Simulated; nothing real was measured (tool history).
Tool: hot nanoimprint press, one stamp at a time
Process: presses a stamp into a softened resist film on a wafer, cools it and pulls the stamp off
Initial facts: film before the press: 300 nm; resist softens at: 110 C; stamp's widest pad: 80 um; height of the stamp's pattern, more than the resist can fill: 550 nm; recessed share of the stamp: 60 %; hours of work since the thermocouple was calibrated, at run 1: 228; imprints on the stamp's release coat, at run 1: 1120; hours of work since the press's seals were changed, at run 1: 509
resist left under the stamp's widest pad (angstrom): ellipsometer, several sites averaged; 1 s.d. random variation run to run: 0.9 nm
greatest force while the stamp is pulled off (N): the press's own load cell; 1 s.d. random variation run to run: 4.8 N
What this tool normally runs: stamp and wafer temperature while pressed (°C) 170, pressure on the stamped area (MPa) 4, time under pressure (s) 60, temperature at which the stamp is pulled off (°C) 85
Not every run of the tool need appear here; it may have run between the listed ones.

run,day,stamp and wafer temperature while pressed (°C),pressure on the stamped area (MPa),time under pressure (s),temperature at which the stamp is pulled off (°C),hours of work since the thermocouple was calibrated,imprints on the stamp's release coat,hours of work since the press's seals were changed,resist left under the stamp's widest pad (angstrom),greatest force while the stamp is pulled off (N)
1,0,170,4,60,85,228,1120,509,1369,281
2,0.279,170,4,60,85,233,1155,515,1361,298
3,0.654,170,4,60,85,240,1202,522,1364,298
4,1.025,170,4,60,85,247,1248,529,1362,307
5,1.638,170,4,102,85,259,1325,541,1121,300
6,1.917,170,4,60,85,264,1360,546,1388,284
7,2.383,170,4,60,85,273,1419,555,1374,294
8,2.833,170,4,60,85,282,1475,564,1395,311
9,3.379,170,4,60,85,292,1544,574,1384,309
# day 3.558: plate thermocouple calibrated
10,4.062,170,4,60,85,10,1614,585,1471,320
11,4.5,170,4,33,85,18,1669,593,1817,318
12,5.054,170,4,60,85,29,1739,604,1482,318
13,5.338,170,4,60,85,34,1774,609,1460,304
14,5.904,170,4,60,85,45,1845,620,1489,331
15,6.529,170,4,41,85,57,1923,632,1710,325
16,7.042,170,4,50,85,67,1988,642,1599,325
# day 7.392: plate thermocouple calibrated, once more
17,7.671,170,4,50,85,5,2051,652,1371,330
18,7.988,179,4,58,85,11,2091,658,724,333
19,8.467,170,4,34,85,21,2151,667,1565,329
# day 8.867: stamp cleaned and given a new release coat
20,9.046,170,4,34,85,27,22,673,1603,234
21,9.608,170,4,34,85,38,93,684,1563,245
# day 10.042: press's hydraulic seals changed and the load cell set to zero
22,10.246,163,3.92,87,85,44,131,4,1730,249
23,10.692,171,4,60,88,52,187,12,1181,234
24,11.354,171,4.73,58,92,65,270,25,1116,244
25,11.971,171,4.73,58,92,77,347,37,1121,235
26,12.467,170,5.25,60,85,86,410,47,1125,253
27,12.804,170,3.35,60,85,93,452,53,1363,257
28,13.233,170,3.35,60,85,101,506,61,1374,248
29,13.558,165,4.94,97,81,107,547,67,1353,269

For each run, the measured value with the value that run would have given without the tool's hidden condition subtracted. The run-to-run variation is shared by both, the gauge scatter possibly not:
Hidden state at play: true temperature over the reading, C; pressure that arrives at the usual setting, %; grip of the stamp's worn release coat, % over a new coat's; drift of the gauge itself on residual_nm, %; drift of the gauge itself on pull_off_n, %.
run,resist left under the stamp's widest pad (angstrom),greatest force while the stamp is pulled off (N)
1,+118,+51
2,+119,+56
3,+123,+57
4,+123,+61
5,+113,+62
6,+133,+60
7,+135,+65
8,+140,+70
9,+142,+73
10,+229,+79
11,+250,+80
12,+236,+83
13,+235,+82
14,+241,+91
15,+263,+91
16,+259,+94
17,+24,+94
18,+16,+96
19,+31,+96
20,+34,+1
21,+37,+4
22,+10,+6
23,+11,+9
24,+15,+12
25,+19,+15
26,+22,+18
27,+26,+21
28,+29,+22
29,+36,+25
